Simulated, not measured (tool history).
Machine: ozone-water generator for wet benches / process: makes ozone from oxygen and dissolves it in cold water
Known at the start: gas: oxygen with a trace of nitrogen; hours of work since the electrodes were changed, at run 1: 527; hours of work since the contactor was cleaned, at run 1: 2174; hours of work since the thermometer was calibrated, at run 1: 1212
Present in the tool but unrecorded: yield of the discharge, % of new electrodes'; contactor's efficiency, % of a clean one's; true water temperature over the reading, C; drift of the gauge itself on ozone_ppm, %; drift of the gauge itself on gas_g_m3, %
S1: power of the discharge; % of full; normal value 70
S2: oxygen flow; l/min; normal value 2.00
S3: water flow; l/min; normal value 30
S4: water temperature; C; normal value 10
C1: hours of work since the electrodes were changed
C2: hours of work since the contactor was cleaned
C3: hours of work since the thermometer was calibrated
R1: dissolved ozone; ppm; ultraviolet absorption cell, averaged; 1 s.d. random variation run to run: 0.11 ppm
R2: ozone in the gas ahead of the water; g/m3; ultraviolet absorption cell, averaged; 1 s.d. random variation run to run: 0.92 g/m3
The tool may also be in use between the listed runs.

Run 1, day 0.000: usual settings; C1 527; C2 2174; C3 1212. Result: R1 6.7 ppm, R2 153.1 g/m3.
Run 2, day 1.096: usual settings; C1 543; C2 2190; C3 1228. Result: R1 6.7 ppm, R2 151.8 g/m3.
Run 3, day 2.167: usual settings; C1 558; C2 2206; C3 1243. Result: R1 6.7 ppm, R2 152.0 g/m3.
Run 4, day 3.229: usual settings; C1 574; C2 2221; C3 1259. Result: R1 6.7 ppm, R2 152.6 g/m3.
Run 5, day 4.029: usual settings; C1 585; C2 2233; C3 1270. Result: R1 6.8 ppm, R2 153.0 g/m3.
Run 6, day 5.383: usual settings; C1 605; C2 2253; C3 1290. Result: R1 6.7 ppm, R2 152.6 g/m3.
Run 7, day 6.092: usual settings but S3 26 l/min, S4 16 C; C1 616; C2 2263; C3 1300. Result: R1 7.7 ppm, R2 152.2 g/m3.
Run 8, day 6.733: usual settings but S1 47 % of full, S2 2.32 l/min, S3 18 l/min, S4 17 C; C1 625; C2 2273; C3 1310. Result: R1 8.7 ppm, R2 106.0 g/m3.
Run 9, day 7.483: usual settings but S1 47 % of full, S2 2.32 l/min, S3 18 l/min, S4 17 C; C1 636; C2 2283; C3 1321. Result: R1 8.5 ppm, R2 105.5 g/m3.
Run 10, day 8.050: usual settings but S1 64 % of full, S4 16 C; C1 644; C2 2292; C3 1329. Result: R1 6.2 ppm, R2 141.5 g/m3.
Run 11, day 9.046: usual settings but S1 64 % of full, S4 16 C; C1 659; C2 2306; C3 1343. Result: R1 6.3 ppm, R2 141.9 g/m3.
Run 12, day 10.267: usual settings but S1 64 % of full, S2 1.17 l/min, S3 21 l/min, S4 16 C; C1 676; C2 2324; C3 1361. Result: R1 7.4 ppm, R2 181.1 g/m3.

Each run again, without the hidden state but with its own random variation kept:
run     R2
  1  155.0
  2  153.8
  3  154.2
  4  154.8
  5  155.3
  6  155.1
  7  154.7
  8  107.2
  9  106.7
 10  143.9
 11  144.4
 12  184.3
For R1, the value without the hidden state is never more than 0.3 ppm from the measured value.
